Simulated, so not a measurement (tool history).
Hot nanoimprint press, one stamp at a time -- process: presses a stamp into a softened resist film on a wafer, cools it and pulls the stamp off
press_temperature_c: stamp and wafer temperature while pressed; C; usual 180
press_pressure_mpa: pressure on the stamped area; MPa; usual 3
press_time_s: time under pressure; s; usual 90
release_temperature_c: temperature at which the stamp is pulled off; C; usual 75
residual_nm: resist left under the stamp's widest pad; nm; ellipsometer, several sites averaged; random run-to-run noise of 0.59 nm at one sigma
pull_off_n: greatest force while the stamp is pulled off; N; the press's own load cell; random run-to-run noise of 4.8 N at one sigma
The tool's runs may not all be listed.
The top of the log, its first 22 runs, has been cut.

| run | hour | press_temperature_c | press_pressure_mpa | press_time_s | release_temperature_c | hours of work since the thermocouple was calibrated | imprints on the stamp's release coat | hours of work since the press's seals were changed | residual_nm | pull_off_n |
|---|---|---|---|---|---|---|---|---|---|---|
| 23 | 575.6 | 191 | 3 | 56 | 75 | 257 | 855 | 547 | 121.4 | 282 |
|  | 592.2 | plate thermocouple calibrated |
| 24 | 612.3 | 190 | 2.22 | 68 | 73 | 15 | 953 | 571 | 135.9 | 297 |
| 25 | 634.2 | 190 | 2.94 | 68 | 82 | 31 | 1017 | 587 | 115.6 | 245 |
| 26 | 661.7 | 181 | 3.88 | 111 | 72 | 51 | 1097 | 607 | 117.8 | 311 |
| 27 | 692.2 | 182 | 3.88 | 111 | 72 | 73 | 1186 | 630 | 113.9 | 323 |
| 28 | 709 | 187 | 3.03 | 111 | 72 | 85 | 1235 | 642 | 108.8 | 309 |
| 29 | 738.7 | 173 | 2.32 | 85 | 72 | 107 | 1321 | 664 | 226.1 | 321 |
| 30 | 768.6 | 173 | 2.32 | 85 | 72 | 129 | 1408 | 685 | 227 | 326 |

What if the next run were any one of these 3? Each begins from the tool's condition after run 30:
| A | 791.6 | 173 | 2.32 | 94 | 72 | 146 | 1475 | 702 | ? | ? |
| B | 791.6 | 183 | 2.29 | 85 | 71 | 146 | 1475 | 702 | ? | ? |
| C | 791.6 | 173 | 2.32 | 85 | 60 | 146 | 1475 | 702 | ? | ? |

| run | residual_nm | pull_off_n |
|---|---|---|
| A | 221.2 | 338 |
| B | 162.5 | 333 |
| C | 226.6 | 431 |
Stripped of hidden state, with their random variation kept, the same runs would have yielded:
| run | residual_nm | pull_off_n |
|---|---|---|
| A | 214.2 | 248 |
| B | 156.5 | 244 |
| C | 219.7 | 317 |
